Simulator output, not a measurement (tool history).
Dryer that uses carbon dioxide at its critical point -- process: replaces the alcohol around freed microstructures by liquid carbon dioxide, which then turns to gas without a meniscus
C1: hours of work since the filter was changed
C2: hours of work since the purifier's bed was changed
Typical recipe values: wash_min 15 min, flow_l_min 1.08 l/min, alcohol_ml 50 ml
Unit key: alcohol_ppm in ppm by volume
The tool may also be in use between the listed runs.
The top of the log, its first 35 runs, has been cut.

{"run": 36, "day": 76.979, "wash_min": 21, "flow_l_min": 0.92, "alcohol_ml": 102, "C1": 133, "C2": 1205, "alcohol_ppm": 217}
{"run": 37, "day": 79.812, "wash_min": 22, "flow_l_min": 1.43, "alcohol_ml": 60, "C1": 185, "C2": 1257, "alcohol_ppm": 220}
{"day": 80.575, "done": "purifier's bed changed"}
{"run": 38, "day": 82.138, "wash_min": 15, "flow_l_min": 1.05, "alcohol_ml": 54, "C1": 225, "C2": 28, "alcohol_ppm": 30}
{"run": 39, "day": 84.025, "wash_min": 17, "flow_l_min": 0.81, "alcohol_ml": 52, "C1": 259, "C2": 63, "alcohol_ppm": 58}
{"run": 40, "day": 85.554, "wash_min": 17, "flow_l_min": 0.81, "alcohol_ml": 52, "C1": 287, "C2": 91, "alcohol_ppm": 77}
{"run": 41, "day": 87.958, "wash_min": 11, "flow_l_min": 0.99, "alcohol_ml": 52, "C1": 331, "C2": 135, "alcohol_ppm": 224}
{"day": 89.192, "done": "inlet filter changed"}
{"run": 42, "day": 90.571, "wash_min": 22, "flow_l_min": 1.18, "alcohol_ml": 85, "C1": 25, "C2": 182, "alcohol_ppm": 53}
{"run": 43, "day": 92.808, "wash_min": 22, "flow_l_min": 0.86, "alcohol_ml": 85, "C1": 66, "C2": 222, "alcohol_ppm": 52}
{"run": 44, "day": 95.192, "wash_min": 22, "flow_l_min": 0.86, "alcohol_ml": 85, "C1": 109, "C2": 266, "alcohol_ppm": 50}
{"run": 45, "day": 96.542, "wash_min": 15, "flow_l_min": 1.08, "alcohol_ml": 50, "C1": 134, "C2": 290, "alcohol_ppm": 64}
{"run": 46, "day": 99.0, "wash_min": 18, "flow_l_min": 1.08, "alcohol_ml": 93, "C1": 179, "C2": 335, "alcohol_ppm": 74}
{"run": 47, "day": 101.275, "wash_min": 18, "flow_l_min": 1.08, "alcohol_ml": 93, "C1": 220, "C2": 377, "alcohol_ppm": 77}

Consider 4 possible next runs. They are alternatives, not a sequence: every one starts from the tool as it was left by run 47. What does each give?
{"run": "A", "day": 104.15, "wash_min": 14, "flow_l_min": 1.08, "alcohol_ml": 50, "C1": 273, "C2": 429, "alcohol_ppm": "?"}
{"run": "B", "day": 104.15, "wash_min": 15, "flow_l_min": 0.71, "alcohol_ml": 50, "C1": 273, "C2": 429, "alcohol_ppm": "?"}
{"run": "C", "day": 104.15, "wash_min": 17, "flow_l_min": 1.83, "alcohol_ml": 77, "C1": 273, "C2": 429, "alcohol_ppm": "?"}
{"run": "D", "day": 104.15, "wash_min": 12, "flow_l_min": 1.36, "alcohol_ml": 88, "C1": 273, "C2": 429, "alcohol_ppm": "?"}

run=A alcohol_ppm=97
run=B alcohol_ppm=283
run=C alcohol_ppm=91
run=D alcohol_ppm=106
With the hidden condition removed and each run's random variation left untouched, the same runs would have given:
run=A alcohol_ppm=10
run=B alcohol_ppm=145
run=C alcohol_ppm=15
run=D alcohol_ppm=20
